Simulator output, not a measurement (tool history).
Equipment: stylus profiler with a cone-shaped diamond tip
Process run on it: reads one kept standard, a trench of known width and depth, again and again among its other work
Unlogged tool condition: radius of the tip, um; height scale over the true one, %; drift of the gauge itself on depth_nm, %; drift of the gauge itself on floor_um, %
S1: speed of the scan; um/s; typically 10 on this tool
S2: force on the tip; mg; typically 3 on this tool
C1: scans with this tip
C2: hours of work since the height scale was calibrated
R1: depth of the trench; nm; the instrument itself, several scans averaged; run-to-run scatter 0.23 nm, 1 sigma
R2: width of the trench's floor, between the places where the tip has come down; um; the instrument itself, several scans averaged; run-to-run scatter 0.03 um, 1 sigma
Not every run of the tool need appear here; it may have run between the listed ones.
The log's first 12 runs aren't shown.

Run 13, day 10.1: usual settings but S2 2.81 mg; C1 10375; C2 727. Result: R1 1014.33 nm, R2 14.51 um.
Run 14, day 10.646: usual settings; C1 10493; C2 735. Result: R1 1014.59 nm, R2 14.49 um.
Run 15, day 11.138: usual settings; C1 10599; C2 742. Result: R1 1014.76 nm, R2 14.44 um.
Run 16, day 11.871: usual settings; C1 10757; C2 753. Result: R1 1014.9 nm, R2 14.4 um.
At day 11.946: height scale calibrated on a step standard.
Run 17, day 13.071: usual settings; C1 11011; C2 17. Result: R1 1015.86 nm, R2 14.44 um.
Run 18, day 13.808: usual settings but S1 9 um/s; C1 11170; C2 28. Result: R1 1015.93 nm, R2 14.37 um.
Run 19, day 14.942: usual settings but S1 13 um/s, S2 1.27 mg; C1 11415; C2 45. Result: R1 1010.84 nm, R2 14.28 um.
Run 20, day 15.596: usual settings but S1 19 um/s, S2 1.27 mg; C1 11556; C2 55. Result: R1 1010.64 nm, R2 14.27 um.
At day 16.125: height scale calibrated on a step standard, once more.
Run 21, day 16.421: usual settings but S1 19 um/s, S2 1.21 mg; C1 11730; C2 4. Result: R1 1006.94 nm, R2 14.24 um.
Run 22, day 16.988: usual settings but S1 19 um/s, S2 1.21 mg; C1 11853; C2 13. Result: R1 1006.35 nm, R2 14.23 um.
Run 23, day 17.554: usual settings but S1 33 um/s, S2 3.51 mg; C1 11974; C2 22. Result: R1 1013.47 nm, R2 14.2 um.
Run 24, day 18.242: usual settings but S1 5 um/s, S2 3.14 mg; C1 12123; C2 32. Result: R1 1012.34 nm, R2 14.27 um.
Run 25, day 18.942: usual settings but S1 8 um/s, S2 1.34 mg; C1 12273; C2 43. Result: R1 1007.36 nm, R2 14.25 um.
Run 26, day 19.558: usual settings but S1 17 um/s, S2 1.44 mg; C1 12407; C2 52. Result: R1 1007.25 nm, R2 14.14 um.
Run 27, day 20.296: usual settings but S2 6.68 mg; C1 12566; C2 63. Result: R1 1020.76 nm, R2 14.21 um.
Run 28, day 21.296: usual settings but S2 6.68 mg; C1 12782; C2 78. Result: R1 1020.66 nm, R2 14.26 um.
Run 29, day 22.262: usual settings but S2 6.68 mg; C1 12990; C2 93. Result: R1 1020.74 nm, R2 14.17 um.
Run 30, day 23.246: usual settings but S2 6.68 mg; C1 13202; C2 108. Result: R1 1020.4 nm, R2 14.23 um.
Run 31, day 24.4: usual settings but S1 26 um/s, S2 3.42 mg; C1 13451; C2 125. Result: R1 1013.42 nm, R2 14.07 um.

3 options for the next run, each taken on its own from the tool as it stands now. Forecast them:
Run A, day 25.004: usual settings but S1 9 um/s, S2 3.42 mg; C1 13582; C2 134. Result: R1 ?, R2 ?.
Run B, day 25.004: usual settings but S1 2 um/s, S2 3.31 mg; C1 13582; C2 134. Result: R1 ?, R2 ?.
Run C, day 25.004: usual settings but S1 5 um/s, S2 2.63 mg; C1 13582; C2 134. Result: R1 ?, R2 ?.

run       R1     R2
  A  1013.19   14.1
  B  1013.13  14.14
  C  1011.72  14.12
Take away the tool's hidden state, keep each run's random variation, and the runs would have read:
run       R1     R2
  A  1012.67  15.93
  B  1012.61  15.97
  C  1011.19  15.95

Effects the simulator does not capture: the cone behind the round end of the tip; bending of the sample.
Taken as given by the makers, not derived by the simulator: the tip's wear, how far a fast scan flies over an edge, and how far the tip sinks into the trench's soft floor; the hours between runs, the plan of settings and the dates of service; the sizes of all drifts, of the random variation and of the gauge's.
